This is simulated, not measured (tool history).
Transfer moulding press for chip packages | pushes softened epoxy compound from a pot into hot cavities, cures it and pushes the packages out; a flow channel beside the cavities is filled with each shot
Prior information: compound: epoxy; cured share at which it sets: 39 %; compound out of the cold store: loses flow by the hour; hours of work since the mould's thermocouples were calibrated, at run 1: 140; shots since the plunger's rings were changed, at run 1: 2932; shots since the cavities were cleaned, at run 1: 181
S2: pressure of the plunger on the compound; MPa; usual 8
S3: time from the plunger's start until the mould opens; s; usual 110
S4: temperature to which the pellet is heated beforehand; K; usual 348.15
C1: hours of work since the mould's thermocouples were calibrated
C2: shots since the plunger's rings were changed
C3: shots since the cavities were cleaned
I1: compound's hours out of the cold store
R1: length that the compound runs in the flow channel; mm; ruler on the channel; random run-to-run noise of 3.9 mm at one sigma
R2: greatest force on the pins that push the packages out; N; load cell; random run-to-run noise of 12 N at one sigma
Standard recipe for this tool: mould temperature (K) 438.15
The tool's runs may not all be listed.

{"run": 1, "hour": 0.0, "mould temperature (K)": 438.15, "S2": 8, "S3": 110, "S4": 348.15, "C1": 140, "C2": 2932, "C3": 181, "I1": 27.6, "R1": 859, "R2": 627}
{"run": 2, "hour": 10.6, "mould temperature (K)": 438.15, "S2": 8, "S3": 110, "S4": 348.15, "C1": 145, "C2": 3003, "C3": 252, "I1": 9.3, "R1": 891, "R2": 697}
{"run": 3, "hour": 19.8, "mould temperature (K)": 438.15, "S2": 8, "S3": 110, "S4": 348.15, "C1": 149, "C2": 3066, "C3": 315, "I1": 33.4, "R1": 844, "R2": 697}
{"run": 4, "hour": 26.8, "mould temperature (K)": 438.15, "S2": 8, "S3": 110, "S4": 348.15, "C1": 152, "C2": 3113, "C3": 362, "I1": 8, "R1": 895, "R2": 751}
{"run": 5, "hour": 32.2, "mould temperature (K)": 438.15, "S2": 8, "S3": 110, "S4": 348.15, "C1": 154, "C2": 3150, "C3": 399, "I1": 12.7, "R1": 883, "R2": 773}
{"run": 6, "hour": 41.0, "mould temperature (K)": 438.15, "S2": 8, "S3": 110, "S4": 348.15, "C1": 158, "C2": 3209, "C3": 458, "I1": 39.6, "R1": 828, "R2": 756}
{"run": 7, "hour": 49.8, "mould temperature (K)": 438.15, "S2": 8, "S3": 110, "S4": 348.15, "C1": 161, "C2": 3269, "C3": 518, "I1": 41.6, "R1": 822, "R2": 782}
{"run": 8, "hour": 58.1, "mould temperature (K)": 438.15, "S2": 8, "S3": 105, "S4": 348.15, "C1": 165, "C2": 3325, "C3": 574, "I1": 35.6, "R1": 833, "R2": 868}
{"run": 9, "hour": 65.0, "mould temperature (K)": 438.15, "S2": 8, "S3": 105, "S4": 348.15, "C1": 168, "C2": 3372, "C3": 621, "I1": 41.1, "R1": 825, "R2": 887}
{"run": 10, "hour": 70.2, "mould temperature (K)": 438.15, "S2": 8, "S3": 105, "S4": 348.15, "C1": 170, "C2": 3407, "C3": 656, "I1": 8.2, "R1": 891, "R2": 971}
{"run": 11, "hour": 75.9, "mould temperature (K)": 438.15, "S2": 8, "S3": 110, "S4": 348.15, "C1": 173, "C2": 3445, "C3": 694, "I1": 44.9, "R1": 813, "R2": 806}
{"run": 12, "hour": 85.9, "mould temperature (K)": 438.15, "S2": 8, "S3": 110, "S4": 348.15, "C1": 177, "C2": 3514, "C3": 763, "I1": 40.8, "R1": 821, "R2": 841}
{"run": 13, "hour": 93.9, "mould temperature (K)": 438.15, "S2": 8, "S3": 110, "S4": 348.15, "C1": 180, "C2": 3567, "C3": 816, "I1": 8.6, "R1": 891, "R2": 902}
{"run": 14, "hour": 106.5, "mould temperature (K)": 438.15, "S2": 8, "S3": 110, "S4": 348.15, "C1": 185, "C2": 3653, "C3": 902, "I1": 10.2, "R1": 878, "R2": 897}
{"run": 15, "hour": 113.3, "mould temperature (K)": 438.15, "S2": 8, "S3": 110, "S4": 348.15, "C1": 188, "C2": 3699, "C3": 948, "I1": 37.3, "R1": 830, "R2": 896}
{"run": 16, "hour": 124.2, "mould temperature (K)": 433.15, "S2": 8, "S3": 96, "S4": 351.15, "C1": 193, "C2": 3772, "C3": 1021, "I1": 47.6, "R1": 822, "R2": 1691}
{"run": 17, "hour": 130.1, "mould temperature (K)": 435.15, "S2": 9.48, "S3": 96, "S4": 353.15, "C1": 195, "C2": 3812, "C3": 1061, "I1": 27.3, "R1": 927, "R2": 1510}
{"run": 18, "hour": 140.9, "mould temperature (K)": 435.15, "S2": 9.48, "S3": 96, "S4": 353.15, "C1": 200, "C2": 3886, "C3": 1135, "I1": 22.7, "R1": 943, "R2": 1573}
{"hour": 143.0, "done": "cavities cleaned with cleaning compound and waxed"}
{"run": 19, "hour": 152.8, "mould temperature (K)": 437.15, "S2": 6.14, "S3": 110, "S4": 341.15, "C1": 204, "C2": 3956, "C3": 66, "I1": 26.7, "R1": 736, "R2": 659}
{"hour": 164.7, "done": "plunger's sealing rings changed"}
{"run": 20, "hour": 164.7, "mould temperature (K)": 437.15, "S2": 6.14, "S3": 110, "S4": 341.15, "C1": 208, "C2": 0, "C3": 130, "I1": 31.2, "R1": 773, "R2": 658}
{"run": 21, "hour": 170.7, "mould temperature (K)": 443.15, "S2": 8, "S3": 94, "S4": 344.15, "C1": 211, "C2": 40, "C3": 170, "I1": 21, "R1": 893, "R2": 647}
{"run": 22, "hour": 182.8, "mould temperature (K)": 438.15, "S2": 8, "S3": 110, "S4": 341.15, "C1": 216, "C2": 122, "C3": 252, "I1": 26.6, "R1": 898, "R2": 692}

Run 23 is up next; what results do you expect?
{"run": 23, "hour": 193.0, "mould temperature (K)": 437.15, "S2": 6.12, "S3": 149, "S4": 341.15, "C1": 220, "C2": 191, "C3": 321, "I1": 34.3, "R1": "?", "R2": "?"}

R1: 771 mm
R2: 542 N
The same run, on a tool lacking any hidden state, would have yielded R1 776 mm, R2 411 N.
